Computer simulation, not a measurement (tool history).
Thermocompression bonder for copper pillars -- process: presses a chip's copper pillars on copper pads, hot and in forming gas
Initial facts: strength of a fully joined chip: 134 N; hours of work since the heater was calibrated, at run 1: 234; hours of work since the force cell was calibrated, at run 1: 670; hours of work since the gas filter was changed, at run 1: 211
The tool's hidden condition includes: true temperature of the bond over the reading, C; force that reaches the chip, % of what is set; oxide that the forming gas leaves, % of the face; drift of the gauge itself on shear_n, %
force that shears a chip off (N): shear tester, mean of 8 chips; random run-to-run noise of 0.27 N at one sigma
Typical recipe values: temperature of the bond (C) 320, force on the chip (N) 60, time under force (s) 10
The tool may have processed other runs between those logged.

run   hour  temperature of the bond (C)  force on the chip (N)  time under force (s)  hours of work since the heater was calibrated  hours of work since the force cell was calibrated  hours of work since the gas filter was changed  force that shears a chip off (N)
  1    0.0                          320                     60                    10                                            234                                                670                                             211                              77.2
  2   17.5                          320                     60                    10                                            244                                                681                                             222                              76.7
  3   42.0                          320                     60                    10                                            259                                                696                                             237                              76.5
  4   67.7                          320                     38                    10                                            275                                                712                                             252                              54.4
  5   95.9                          320                     60                    28                                            292                                                729                                             270                             101.1
  6  123.3                          308                     60                    10                                            309                                                746                                             286                              69.4
  7  144.5                          308                     60                    10                                            322                                                758                                             299                              69.4
  8  159.0                          308                     60                    10                                            330                                                767                                             308                              68.9
     173.8  -- forming gas filter changed
  9  177.5                          320                     76                    10                                            341                                                778                                               2                              89.0
 10  202.8                          320                     60                    17                                            357                                                794                                              18                              89.1
 11  222.4                          320                     39                    10                                            369                                                806                                              30                              55.4
 12  255.7                          320                     39                    10                                            389                                                826                                              50                              54.9
 13  279.4                          320                     60                    10                                            403                                                840                                              64                              76.0
 14  296.1                          320                     60                    10                                            414                                                851                                              75                              75.9
 15  315.3                          320                     85                    10                                            425                                                862                                              86                              94.7
 16  344.3                          320                     60                     8                                            443                                                880                                             104                              70.7
 17  377.6                          320                     60                     8                                            463                                                900                                             124                              70.6
 18  399.2                          320                     60                     8                                            476                                                913                                             137                              69.8
 19  413.2                          320                     60                     8                                            485                                                922                                             146                              70.4
 20  443.9                          319                     63                    10                                            504                                                941                                             165                              77.4
 21  476.3                          294                     63                    19                                            523                                                960                                             184                              78.8
 22  501.5                          320                     53                    10                                            539                                                976                                             200                              69.2
 23  518.1                          350                     60                    14                                            549                                                986                                             210                              99.2
 24  536.0                          309                     68                     5                                            560                                                997                                             221                              60.0
 25  557.0                          291                     46                     6                                            572                                               1009                                             233                              39.0
 26  575.0                          290                     67                    28                                            583                                               1020                                             244                              88.8
 27  595.8                          349                     53                    28                                            596                                               1033                                             257                             107.5

What does the tool deliver on the next run?
 28  628.9                          349                     36                    28                                            616                                               1053                                             277                                 ?

force that shears a chip off (N): 88.4
Had the tool carried no hidden state, the very same run would have given force that shears a chip off (N) 90.1.
